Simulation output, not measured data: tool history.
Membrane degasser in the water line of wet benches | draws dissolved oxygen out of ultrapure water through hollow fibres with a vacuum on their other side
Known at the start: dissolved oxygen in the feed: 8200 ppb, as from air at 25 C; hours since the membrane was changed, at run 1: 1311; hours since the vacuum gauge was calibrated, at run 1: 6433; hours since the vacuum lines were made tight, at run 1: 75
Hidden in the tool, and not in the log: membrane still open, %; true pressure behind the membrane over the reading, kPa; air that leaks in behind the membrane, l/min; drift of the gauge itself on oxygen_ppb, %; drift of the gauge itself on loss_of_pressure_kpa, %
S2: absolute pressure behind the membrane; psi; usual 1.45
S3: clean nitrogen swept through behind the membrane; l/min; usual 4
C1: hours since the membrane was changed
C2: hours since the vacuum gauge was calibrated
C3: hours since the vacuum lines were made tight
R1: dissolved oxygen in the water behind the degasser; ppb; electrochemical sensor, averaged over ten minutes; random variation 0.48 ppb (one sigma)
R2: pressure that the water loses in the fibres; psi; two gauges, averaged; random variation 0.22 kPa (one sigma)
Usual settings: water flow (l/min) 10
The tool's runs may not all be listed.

run 1 hour=0 | water_flow_(l/min)=10 S2=1.45 S3=4 | C1=1311 C2=6433 C3=75 | R1=44.2 R2=7.76
run 2 hour=85.3 | water_flow_(l/min)=10 S2=1.45 S3=4 | C1=1397 C2=6519 C3=160 | R1=43.5 R2=7.703
run 3 hour=160.7 | water_flow_(l/min)=10 S2=1.45 S3=10.69 | C1=1472 C2=6594 C3=235 | R1=18 R2=7.706
run 4 hour=242.9 | water_flow_(l/min)=10 S2=1.45 S3=3.15 | C1=1554 C2=6676 C3=318 | R1=55 R2=7.728
run 5 hour=320.8 | water_flow_(l/min)=10 S2=1.45 S3=3.15 | C1=1632 C2=6754 C3=395 | R1=54.8 R2=7.78
run 6 hour=405.6 | water_flow_(l/min)=10 S2=1.45 S3=3.15 | C1=1717 C2=6839 C3=480 | R1=55.8 R2=7.773
run 7 hour=450.3 | water_flow_(l/min)=8 S2=1.45 S3=4 | C1=1762 C2=6884 C3=525 | R1=34.7 R2=6.103
run 8 hour=510 | water_flow_(l/min)=10 S2=1.45 S3=6.57 | C1=1821 C2=6943 C3=585 | R1=28.3 R2=7.751
run 9 hour=574.2 | water_flow_(l/min)=10 S2=1.45 S3=6.57 | C1=1885 C2=7007 C3=649 | R1=27.9 R2=7.774
run 10 hour=671.7 | water_flow_(l/min)=10 S2=1 S3=4 | C1=1983 C2=7105 C3=746 | R1=25.8 R2=7.687
run 11 hour=770.4 | water_flow_(l/min)=10 S2=1 S3=4 | C1=2082 C2=7204 C3=845 | R1=24.8 R2=7.755
run 12 hour=862.7 | water_flow_(l/min)=10 S2=1.45 S3=4 | C1=2174 C2=7296 C3=937 | R1=44.7 R2=7.731
run 13 hour=926.7 | water_flow_(l/min)=10 S2=1.45 S3=4 | C1=2238 C2=7360 C3=1001 | R1=44.4 R2=7.771
run 14 hour=991 | water_flow_(l/min)=10 S2=1.26 S3=4 | C1=2302 C2=7424 C3=1066 | R1=36.2 R2=7.715
run 15 hour=1046.7 | water_flow_(l/min)=10 S2=1.45 S3=8.51 | C1=2358 C2=7480 C3=1121 | R1=22.1 R2=7.716
run 16 hour=1128.3 | water_flow_(l/min)=10 S2=1.45 S3=8.51 | C1=2440 C2=7562 C3=1203 | R1=22 R2=7.697
run 17 hour=1181.6 | water_flow_(l/min)=15 S2=1.45 S3=4 | C1=2493 C2=7615 C3=1256 | R1=78.7 R2=11.581
run 18 hour=1225.9 | water_flow_(l/min)=14 S2=1.1 S3=4 | C1=2537 C2=7659 C3=1301 | R1=49.7 R2=10.834
run 19 hour=1299.7 | water_flow_(l/min)=7 S2=3.58 S3=10.78 | C1=2611 C2=7733 C3=1374 | R1=35.9 R2=5.393
run 20 hour=1359.3 | water_flow_(l/min)=7 S2=3.58 S3=10.78 | C1=2671 C2=7793 C3=1434 | R1=35.5 R2=5.401

The next listed run, before its measurement:
run 21 hour=1458.1 | water_flow_(l/min)=10 S2=2.48 S3=8.35 | C1=2769 C2=7891 C3=1533 | R1=? R2=?

R1: 42.8 ppb
R2: 7.72 psi
Without the tool's hidden state the same run would have given R1 42.7 ppb, R2 7.716 psi.
